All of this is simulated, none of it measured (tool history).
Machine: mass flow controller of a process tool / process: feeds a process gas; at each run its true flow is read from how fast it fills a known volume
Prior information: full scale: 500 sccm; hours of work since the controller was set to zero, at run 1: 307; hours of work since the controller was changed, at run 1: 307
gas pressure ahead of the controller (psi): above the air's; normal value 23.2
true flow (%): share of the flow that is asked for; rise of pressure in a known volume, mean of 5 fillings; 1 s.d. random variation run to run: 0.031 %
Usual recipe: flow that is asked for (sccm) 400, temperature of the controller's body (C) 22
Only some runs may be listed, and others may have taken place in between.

| run | hour | flow that is asked for (sccm) | gas pressure ahead of the controller (psi) | temperature of the controller's body (C) | hours of work since the controller was set to zero | hours of work since the controller was changed | true flow (%) |
|---|---|---|---|---|---|---|---|
| 1 | 0 | 400 | 23.2 | 22 | 307 | 307 | 99.28 |
| 2 | 74.1 | 400 | 35.1 | 22 | 335 | 335 | 98.81 |
| 3 | 136.1 | 400 | 35.1 | 22 | 359 | 359 | 98.82 |
| 4 | 178.8 | 400 | 29.4 | 22 | 375 | 375 | 99.07 |
| 5 | 233.9 | 400 | 29.4 | 22 | 396 | 396 | 98.99 |
| 6 | 290.8 | 400 | 23.2 | 22 | 418 | 418 | 99.35 |
| 7 | 352.6 | 400 | 23.2 | 22 | 442 | 442 | 99.26 |
| 8 | 435.1 | 400 | 23.2 | 22 | 473 | 473 | 99.31 |
|  | 441.7 | controller's zero set anew |
| 9 | 508.5 | 400 | 23.2 | 22 | 25 | 501 | 99.41 |
| 10 | 566.5 | 400 | 23.2 | 22 | 48 | 523 | 99.37 |
| 11 | 646.3 | 400 | 23.2 | 22 | 78 | 553 | 99.42 |
| 12 | 699.4 | 400 | 23.2 | 22 | 98 | 574 | 99.37 |
| 13 | 735.1 | 400 | 23.2 | 20 | 112 | 587 | 99.24 |
| 14 | 777.7 | 90 | 23.2 | 22 | 128 | 604 | 98.09 |
| 15 | 853.8 | 90 | 23.2 | 22 | 157 | 633 | 98.13 |
| 16 | 893.6 | 51 | 28.1 | 24 | 173 | 648 | 98.48 |
|  | 901 | controller's zero set anew, once more |
| 17 | 953.1 | 384 | 34.8 | 22 | 20 | 670 | 98.56 |
| 18 | 1006.1 | 384 | 34.8 | 22 | 40 | 691 | 98.62 |
| 19 | 1060.2 | 384 | 34.8 | 22 | 61 | 711 | 98.66 |
| 20 | 1139.5 | 331 | 34.4 | 24 | 91 | 741 | 98.48 |

For run 21, what comes out?
| 21 | 1211.6 | 99 | 24.5 | 30 | 119 | 769 | ? |

true flow (%): 97.93
Without the tool's hidden state the same run would have given true flow (%) 98.07.
